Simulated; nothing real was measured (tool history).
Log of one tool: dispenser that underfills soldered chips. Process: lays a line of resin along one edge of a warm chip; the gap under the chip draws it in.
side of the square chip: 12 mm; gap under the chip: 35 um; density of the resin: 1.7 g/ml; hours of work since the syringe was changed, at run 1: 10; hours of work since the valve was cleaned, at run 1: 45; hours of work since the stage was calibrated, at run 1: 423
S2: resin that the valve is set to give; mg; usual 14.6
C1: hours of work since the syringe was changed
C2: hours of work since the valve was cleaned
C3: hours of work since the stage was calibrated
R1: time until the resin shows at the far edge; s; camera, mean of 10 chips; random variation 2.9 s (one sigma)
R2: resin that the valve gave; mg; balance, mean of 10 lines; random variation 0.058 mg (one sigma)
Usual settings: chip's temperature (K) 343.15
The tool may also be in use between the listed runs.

run 1 day=0 | chip's_temperature_(K)=343.15 S2=14.6 | C1=10 C2=45 C3=423 | R1=817 R2=14.12
-- day=0.121 new syringe of resin
run 2 day=0.629 | chip's_temperature_(K)=343.15 S2=16.7 | C1=9 C2=56 C3=433 | R1=730 R2=15.94
-- day=0.817 new syringe of resin
run 3 day=1.067 | chip's_temperature_(K)=343.15 S2=16.7 | C1=4 C2=64 C3=441 | R1=489.1 R2=15.94
-- day=1.512 new syringe of resin
run 4 day=1.533 | chip's_temperature_(K)=343.15 S2=16.7 | C1=0 C2=72 C3=449 | R1=345.6 R2=15.84
run 5 day=2.179 | chip's_temperature_(K)=343.15 S2=16.7 | C1=12 C2=83 C3=460 | R1=937.1 R2=15.62
-- day=2.262 new syringe of resin
run 6 day=2.842 | chip's_temperature_(K)=343.15 S2=16.7 | C1=10 C2=94 C3=472 | R1=835.8 R2=15.46
-- day=2.958 new syringe of resin
-- day=3.279 dispensing valve cleaned and set on the balance
run 7 day=3.392 | chip's_temperature_(K)=343.15 S2=16.7 | C1=7 C2=2 C3=480 | R1=616.4 R2=16.68
-- day=3.704 new syringe of resin
run 8 day=4.104 | chip's_temperature_(K)=343.15 S2=16.7 | C1=7 C2=14 C3=493 | R1=634.7 R2=16.67
-- day=4.425 new syringe of resin
run 9 day=4.617 | chip's_temperature_(K)=343.15 S2=16.7 | C1=3 C2=23 C3=501 | R1=455.2 R2=16.47
run 10 day=5.042 | chip's_temperature_(K)=343.15 S2=16.7 | C1=11 C2=30 C3=509 | R1=865.3 R2=16.38
-- day=5.179 new syringe of resin
run 11 day=5.65 | chip's_temperature_(K)=337.15 S2=14.6 | C1=8 C2=41 C3=519 | R1=983.2 R2=14.19
-- day=5.888 new syringe of resin
run 12 day=5.975 | chip's_temperature_(K)=343.15 S2=14.6 | C1=1 C2=46 C3=525 | R1=397.6 R2=14.18
-- day=6.617 new syringe of resin
run 13 day=6.625 | chip's_temperature_(K)=343.15 S2=14.6 | C1=0 C2=58 C3=536 | R1=354.5 R2=14.04
-- day=7.308 new syringe of resin
run 14 day=7.308 | chip's_temperature_(K)=343.15 S2=14.6 | C1=0 C2=69 C3=548 | R1=350.4 R2=13.91
run 15 day=7.933 | chip's_temperature_(K)=343.15 S2=14.6 | C1=11 C2=80 C3=559 | R1=918 R2=13.79
-- day=8.008 new syringe of resin
run 16 day=8.375 | chip's_temperature_(K)=343.15 S2=14.6 | C1=6 C2=88 C3=566 | R1=615.8 R2=13.82
-- day=8.696 new syringe of resin
run 17 day=8.992 | chip's_temperature_(K)=343.15 S2=14.6 | C1=5 C2=98 C3=577 | R1=561.4 R2=13.61
-- day=9.188 dispensing valve cleaned and set on the balance
-- day=9.471 new syringe of resin
run 18 day=9.775 | chip's_temperature_(K)=336.15 S2=14.6 | C1=5 C2=10 C3=590 | R1=800.1 R2=14.48
-- day=10.192 new syringe of resin
run 19 day=10.217 | chip's_temperature_(K)=342.15 S2=16.5 | C1=0 C2=18 C3=597 | R1=381.2 R2=16.35
run 20 day=10.588 | chip's_temperature_(K)=342.15 S2=16.5 | C1=7 C2=24 C3=604 | R1=675.5 R2=16.36
-- day=10.925 new syringe of resin
run 21 day=11.158 | chip's_temperature_(K)=350.15 S2=14.8 | C1=4 C2=34 C3=613 | R1=372.9 R2=14.4
run 22 day=11.546 | chip's_temperature_(K)=345.15 S2=14.1 | C1=11 C2=41 C3=620 | R1=842.1 R2=13.62
-- day=11.633 new syringe of resin
run 23 day=12.079 | chip's_temperature_(K)=334.15 S2=16.4 | C1=8 C2=50 C3=629 | R1=1100.4 R2=15.75
-- day=12.362 new syringe of resin
run 24 day=12.804 | chip's_temperature_(K)=328.15 S2=16.8 | C1=8 C2=62 C3=642 | R1=1488.7 R2=15.99
-- day=13.079 new syringe of resin
-- day=13.179 stage's temperature calibrated
run 25 day=13.392 | chip's_temperature_(K)=329.15 S2=16 | C1=5 C2=72 C3=4 | R1=875.6 R2=15.13
-- day=13.838 new syringe of resin
run 26 day=14.062 | chip's_temperature_(K)=353.15 S2=14 | C1=4 C2=83 C3=15 | R1=255.8 R2=13.1
run 27 day=14.412 | chip's_temperature_(K)=353.15 S2=14 | C1=10 C2=89 C3=21 | R1=444.2 R2=13.06
-- day=14.546 new syringe of resin
run 28 day=14.904 | chip's_temperature_(K)=353.15 S2=14 | C1=6 C2=98 C3=30 | R1=313.7 R2=12.95
-- day=15.142 dispensing valve cleaned and set on the balance
-- day=15.288 new syringe of resin
run 29 day=15.617 | chip's_temperature_(K)=350.15 S2=17.8 | C1=6 C2=8 C3=41 | R1=335.7 R2=17.65
-- day=16.038 new syringe of resin
run 30 day=16.329 | chip's_temperature_(K)=343.15 S2=13.1 | C1=5 C2=20 C3=54 | R1=466.3 R2=12.9
run 31 day=16.667 | chip's_temperature_(K)=343.15 S2=13.1 | C1=11 C2=26 C3=59 | R1=784.8 R2=12.93
-- day=16.754 new syringe of resin
run 32 day=16.983 | chip's_temperature_(K)=346.15 S2=14.2 | C1=4 C2=32 C3=65 | R1=357.7 R2=13.88
-- day=17.467 new syringe of resin
run 33 day=17.538 | chip's_temperature_(K)=349.15 S2=12.6 | C1=1 C2=41 C3=74 | R1=249.2 R2=12.25
-- day=18.167 new syringe of resin
run 34 day=18.258 | chip's_temperature_(K)=333.15 S2=15.4 | C1=2 C2=54 C3=87 | R1=554.8 R2=14.81

Some steps in R1 between neighbouring runs. How much of each would the tool show without its hidden state too (settings, what came in, random variation), and how much is left for the hidden state, with any gauge scatter that isn't in both results?
The hidden state here: resin's viscosity, % of fresh resin's; dose that the valve gives, % of what is set; true chip temperature over the reading, C; drift of the gauge itself on fill_s, %; drift of the gauge itself on given_mg, %.
Run 4 -> 5: no setting changed, nothing entered. R1 +591.5 s: hidden state +593.6, all else -2.1.
Run 14 -> 15: no setting changed, nothing entered. R1 +567.6 s: hidden state +569.3, all else -1.7.
Run 24 -> 25: chip's temperature (K) 328.15 -> 329.15, S2 16.8 -> 16, new syringe of resin, stage's temperature calibrated. R1 -613.1 s: hidden state -596.8, all else -16.3.
Run 25 -> 26: chip's temperature (K) 329.15 -> 353.15, S2 16 -> 14, new syringe of resin. R1 -619.8 s: hidden state -222.9, all else -396.9.
